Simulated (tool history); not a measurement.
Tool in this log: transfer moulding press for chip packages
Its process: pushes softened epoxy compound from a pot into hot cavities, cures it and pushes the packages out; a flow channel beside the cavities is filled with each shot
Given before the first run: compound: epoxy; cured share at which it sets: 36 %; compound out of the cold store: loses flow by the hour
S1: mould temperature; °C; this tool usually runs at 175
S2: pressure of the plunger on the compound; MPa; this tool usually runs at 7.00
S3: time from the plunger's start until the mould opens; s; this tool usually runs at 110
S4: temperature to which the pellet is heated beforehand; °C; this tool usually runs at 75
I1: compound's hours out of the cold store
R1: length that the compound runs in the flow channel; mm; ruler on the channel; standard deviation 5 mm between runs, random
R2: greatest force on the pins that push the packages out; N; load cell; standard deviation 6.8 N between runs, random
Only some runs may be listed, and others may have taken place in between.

run	hour	S1	S2	S3	S4	I1	R1	R2
1	0.0	175	7.00	110	75	31.2	628	358
2	18.3	175	7.00	110	75	29.2	636	425
3	41.4	175	7.00	110	75	44.8	603	547
4	55.9	170	7.00	110	75	33.0	635	779
5	73.4	175	7.00	110	70	19.9	652	596
6	96.9	175	6.43	110	75	39.3	583	318
7	119.9	175	6.43	110	75	29.6	596	393
8	136.4	177	5.81	102	77	21.8	581	475
9	154.3	178	6.62	139	69	31.3	588	232
10	167.0	178	6.62	129	67	36.4	582	276
11	191.1	172	8.71	136	76	25.0	701	231
12	217.3	171	7.15	110	75	35.2	685	481

The log once held 6 entries between its listed runs, left out of this copy. Where does each go, and what is different about the tool's unlogged condition between the listed run before it and the listed run after it?
After run 2, before run 3: cavities cleaned with cleaning compound and waxed (hour 30.6)
  true mould temperature over the reading, C: -0.73 -> -0.75; pressure that reaches the compound, % of what is set: 86.91 -> 86.29; grip of the stained cavities, % over clean ones': 44.6 -> 91.5
  difference, measured minus the result without the unlogged condition, R1: -45 -> -44 mm; R2: +144 -> +271 N
After run 5, before run 6: cavities cleaned with cleaning compound and waxed (hour 81.6); cavities cleaned with cleaning compound and waxed, once more (hour 88.2)
  true mould temperature over the reading, C: -0.77 -> -0.78; pressure that reaches the compound, % of what is set: 85.4 -> 84.79; grip of the stained cavities, % over clean ones': 95.5 -> 13.4
  difference, measured minus the result without the unlogged condition, R1: -52 -> -48 mm; R2: +303 -> +49 N
After run 8, before run 9: cavities cleaned with cleaning compound and waxed (hour 140.1)
  true mould temperature over the reading, C: -0.8 -> -0.81; pressure that reaches the compound, % of what is set: 83.65 -> 83.13; grip of the stained cavities, % over clean ones': 51.6 -> 22.9
  difference, measured minus the result without the unlogged condition, R1: -52 -> -55 mm; R2: +179 -> +47 N
After run 10, before run 11: cavities cleaned with cleaning compound and waxed (hour 191.1)
  true mould temperature over the reading, C: -0.82 -> -0.84; pressure that reaches the compound, % of what is set: 82.73 -> 82.08; grip of the stained cavities, % over clean ones': 37.6 -> 1.3
  difference, measured minus the result without the unlogged condition, R1: -57 -> -70 mm; R2: +80 -> +11 N
After run 11, before run 12: plunger's sealing rings changed (hour 199.8)
  true mould temperature over the reading, C: -0.84 -> -0.85; pressure that reaches the compound, % of what is set: 82.08 -> 98.89; grip of the stained cavities, % over clean ones': 1.3 -> 30.4
  difference, measured minus the result without the unlogged condition, R1: -70 -> -1 mm; R2: +11 -> +134 N

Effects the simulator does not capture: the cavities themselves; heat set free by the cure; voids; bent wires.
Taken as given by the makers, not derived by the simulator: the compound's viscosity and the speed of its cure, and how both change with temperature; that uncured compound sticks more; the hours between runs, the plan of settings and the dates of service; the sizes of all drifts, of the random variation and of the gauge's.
